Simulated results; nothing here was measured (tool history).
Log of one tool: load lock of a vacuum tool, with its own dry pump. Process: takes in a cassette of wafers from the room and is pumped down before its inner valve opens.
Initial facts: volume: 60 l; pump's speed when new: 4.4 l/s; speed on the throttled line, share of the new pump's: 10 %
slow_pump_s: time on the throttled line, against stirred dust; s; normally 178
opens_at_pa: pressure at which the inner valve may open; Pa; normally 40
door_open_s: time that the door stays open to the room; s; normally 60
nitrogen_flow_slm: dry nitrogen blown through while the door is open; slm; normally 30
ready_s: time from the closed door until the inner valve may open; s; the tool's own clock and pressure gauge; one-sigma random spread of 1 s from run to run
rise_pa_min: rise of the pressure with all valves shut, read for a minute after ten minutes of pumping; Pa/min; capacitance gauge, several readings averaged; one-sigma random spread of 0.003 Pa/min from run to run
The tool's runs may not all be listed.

run,hour,slow_pump_s,opens_at_pa,door_open_s,nitrogen_flow_slm,"incoming humidity of the room's air, %",ready_s,rise_pa_min
1,0,178,40,60,30,46.3,269.7,0.033
2,125.5,178,43,60,30,49.1,270.7,0.034
3,248.8,178,43,60,30,44,267.9,0.036
4,384.4,178,40,60,30,45.9,267.4,0.043
5,552.7,178,40,30,30,43.5,267.9,0.035
6,645.6,178,40,30,30,46.4,269.9,0.034
7,743.2,178,40,60,30,45.4,270,0.045
8,862.3,178,48,60,30,50.2,268.2,0.047
9,987.5,178,48,60,30,44.8,268.3,0.044
10,1143.9,178,48,60,30,48.2,267.2,0.05
11,1252.5,178,48,60,30,42.3,269.8,0.047
12,1410.3,178,40,60,30,45.4,271,0.052
13,1586.4,178,40,60,30,46.5,271.7,0.059
14,1680.8,178,40,60,30,42.8,272.5,0.059
15,1769.8,178,40,60,30,45.2,270.3,0.057
16,1875.3,178,40,60,30,46.1,271.4,0.061
17,2042.4,178,40,60,30,42.1,273.7,0.061
18,2206.4,178,40,60,30,44.8,270.8,0.063
19,2326.4,178,40,60,30,43.7,273,0.063
20,2415.5,239,40,60,11,46.3,328.9,0.084
21,2585.4,178,67,31,30,44.3,266.5,0.066
22,2723.2,178,67,31,30,46,265.7,0.072
23,2804.8,178,67,31,30,46.9,266.3,0.066
24,2941.7,178,67,31,30,45.9,265.8,0.072
25,3070.9,303,38,157,23,45.9,385.9,0.113
26,3169,178,40,60,7,45.6,273.6,0.102
27,3348.2,178,75,119,16,42.6,264.2,0.114
28,3464.3,178,28,48,16,45.4,279.6,0.095
29,3562,178,28,48,16,42.4,279.7,0.091
30,3648,178,28,48,16,49.5,282.4,0.102
31,3771.7,171,39,60,8,47.9,267.9,0.119
32,3882,121,40,47,30,45.3,224.9,0.095
33,3966.4,295,38,116,30,44.2,381.9,0.113
34,4069.7,295,38,116,30,47.9,381.7,0.116
35,4215,146,40,41,21,45.8,248.9,0.106
36,4315.9,178,40,60,7,45.7,276.6,0.133
37,4402.8,178,40,60,7,43.3,275.2,0.129

4 ways to go on from here, each from the tool as it stands after run 37. What would each give?
A,4510.2,349,40,60,30,44.8,?,?
B,4510.2,105,40,160,12,45.6,?,?
C,4510.2,178,40,145,5,50.4,?,?
D,4510.2,178,57,26,22,43.5,?,?

run,ready_s,rise_pa_min
A,427.7,0.11
B,212.9,0.162
C,277.5,0.193
D,270.8,0.105
With no hidden state in the tool, these same runs would have given:
run,ready_s,rise_pa_min
A,420.2,0.023
B,202.7,0.075
C,268.1,0.104
D,262,0.016

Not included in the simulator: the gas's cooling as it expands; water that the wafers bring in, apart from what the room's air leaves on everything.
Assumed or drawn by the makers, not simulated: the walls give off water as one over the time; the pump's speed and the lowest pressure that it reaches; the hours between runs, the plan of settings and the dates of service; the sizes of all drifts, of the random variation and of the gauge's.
